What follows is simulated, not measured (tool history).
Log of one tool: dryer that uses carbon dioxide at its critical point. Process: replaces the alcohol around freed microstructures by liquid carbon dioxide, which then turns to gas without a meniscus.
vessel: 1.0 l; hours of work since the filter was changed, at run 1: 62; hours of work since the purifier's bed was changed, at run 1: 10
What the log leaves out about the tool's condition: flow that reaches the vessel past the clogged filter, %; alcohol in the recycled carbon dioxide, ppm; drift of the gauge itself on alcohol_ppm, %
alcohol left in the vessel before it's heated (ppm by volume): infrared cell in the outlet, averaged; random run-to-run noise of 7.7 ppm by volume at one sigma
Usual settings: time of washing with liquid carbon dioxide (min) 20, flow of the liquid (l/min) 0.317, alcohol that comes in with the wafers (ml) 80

| run | day | time of washing with liquid carbon dioxide (min) | flow of the liquid (l/min) | alcohol that comes in with the wafers (ml) | hours of work since the filter was changed | hours of work since the purifier's bed was changed | alcohol left in the vessel before it's heated (ppm by volume) |
|---|---|---|---|---|---|---|---|
| 1 | 0.000 | 20 | 0.317 | 80 | 62 | 10 | 508 |
| 2 | 2.483 | 20 | 0.317 | 80 | 95 | 42 | 556 |
| 3 | 5.392 | 20 | 0.317 | 108 | 133 | 80 | 857 |
| 4 | 7.058 | 20 | 0.317 | 108 | 155 | 102 | 895 |
| 5 | 9.496 | 20 | 0.317 | 80 | 187 | 134 | 790 |
| 6 | 12.425 | 20 | 0.317 | 80 | 225 | 172 | 863 |
| 7 | 13.779 | 20 | 0.458 | 80 | 243 | 190 | 143 |
| 8 | 15.038 | 20 | 0.458 | 80 | 259 | 207 | 147 |
|  | 15.654 | inlet filter changed |
| 9 | 17.333 | 20 | 0.458 | 80 | 22 | 236 | 80 |
| 10 | 18.542 | 21 | 0.458 | 80 | 38 | 252 | 74 |
| 11 | 21.288 | 21 | 0.458 | 80 | 74 | 288 | 87 |
| 12 | 23.708 | 21 | 0.458 | 80 | 106 | 320 | 109 |
| 13 | 25.167 | 20 | 0.202 | 85 | 125 | 339 | 4224 |
| 14 | 27.512 | 20 | 0.439 | 85 | 156 | 370 | 169 |

Alternative continuations, all from the tool just after run 14; predict every row:
| A | 29.892 | 20 | 0.291 | 34 | 187 | 401 | ? |
| B | 29.892 | 14 | 0.253 | 33 | 187 | 401 | ? |
| C | 29.892 | 20 | 0.343 | 66 | 187 | 401 | ? |
| D | 29.892 | 20 | 0.317 | 36 | 187 | 401 | ? |
| E | 29.892 | 25 | 0.452 | 43 | 187 | 401 | ? |

| run | alcohol left in the vessel before it's heated (ppm by volume) |
|---|---|
| A | 549 |
| B | 2573 |
| C | 479 |
| D | 395 |
| E | 89 |
Stripped of hidden state, with their random variation kept, the same runs would have yielded:
| run | alcohol left in the vessel before it's heated (ppm by volume) |
|---|---|
| A | 272 |
| B | 1786 |
| C | 206 |
| D | 172 |
| E | 5 |
